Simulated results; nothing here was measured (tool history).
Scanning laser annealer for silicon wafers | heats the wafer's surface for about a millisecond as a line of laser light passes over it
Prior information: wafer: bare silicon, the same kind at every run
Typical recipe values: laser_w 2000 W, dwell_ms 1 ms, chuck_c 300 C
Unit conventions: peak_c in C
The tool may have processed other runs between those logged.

run     day  laser_w  dwell_ms  chuck_c  peak_c
  1       0     2000         1      300    1027
  2   0.712     2000         1      335    1063
  3   1.458     2000         1      335    1062
  4   2.488     2000         1      335    1058
  5   3.483     2034         1      300    1040
      3.679  -- window over the wafer cleaned
  6   4.783     2000         1      298    1050
  7       6     2000         1      298    1048
  8   7.279     2000         1      298    1047
  9   8.342     2000         1      298    1048
 10   9.129     2000         1      298    1043
 11  10.354     2000         1      298    1047
 12  11.233     2000         1      298    1044
 13  12.133     2000         1      298    1042
 14   12.75     2000         1      289    1036
 15  13.338     1771         1      289     948
 16  14.471     1771         1      289     948
 17  15.267     2035         1      300    1056
 18  16.254     2035         1      300    1056
 19  17.454     2035         1      300    1055
 20  18.512     2151         1      300    1098
 21  19.658     2151         1      300    1094
 22  20.712     2151         1      300    1094
 23  21.238     2106      0.75      280     942
 24  22.508     2106      0.75      280     937
 25  23.354     1779      0.95      317     954
 26  24.442     1779      0.95      317     953
 27  25.379     2000         1      262     998
 28  26.633     2000      1.13      278    1069
 29    27.3     1850      1.18      334    1078
 30  28.212     1876      0.97      308     986
 31  28.842     2028      0.97      263     989
 32  29.462     2028      0.97      263     995
 33  30.396     1716      0.85      300     870
     30.817  -- optics aligned, line set to its width
 34  31.167     2000      0.95      275     996
 35  31.912     2000      0.95      275     999
 36   32.95     1780      1.06      300     985
 37  33.854     1780      1.06      300     983
 38  34.425     1780      1.06      300     984
 39  34.967     1803      1.03      271     951
 40  35.675     1957      0.98      284     999
 41  36.621     1717      0.73      285     811

Branching from run 41: 4 alternative next runs. What would each branch give?
  A  37.217     2000       0.8      300       ?
  B  37.217     2000      1.25      334       ?
  C  37.217     2000      0.99      300       ?
  D  37.217     1717      0.93      337       ?

run  peak_c
  A     953
  B    1178
  C    1036
  D     944
With no hidden state in the tool, these same runs would have given:
run  peak_c
  A     970
  B    1200
  C    1055
  D     960

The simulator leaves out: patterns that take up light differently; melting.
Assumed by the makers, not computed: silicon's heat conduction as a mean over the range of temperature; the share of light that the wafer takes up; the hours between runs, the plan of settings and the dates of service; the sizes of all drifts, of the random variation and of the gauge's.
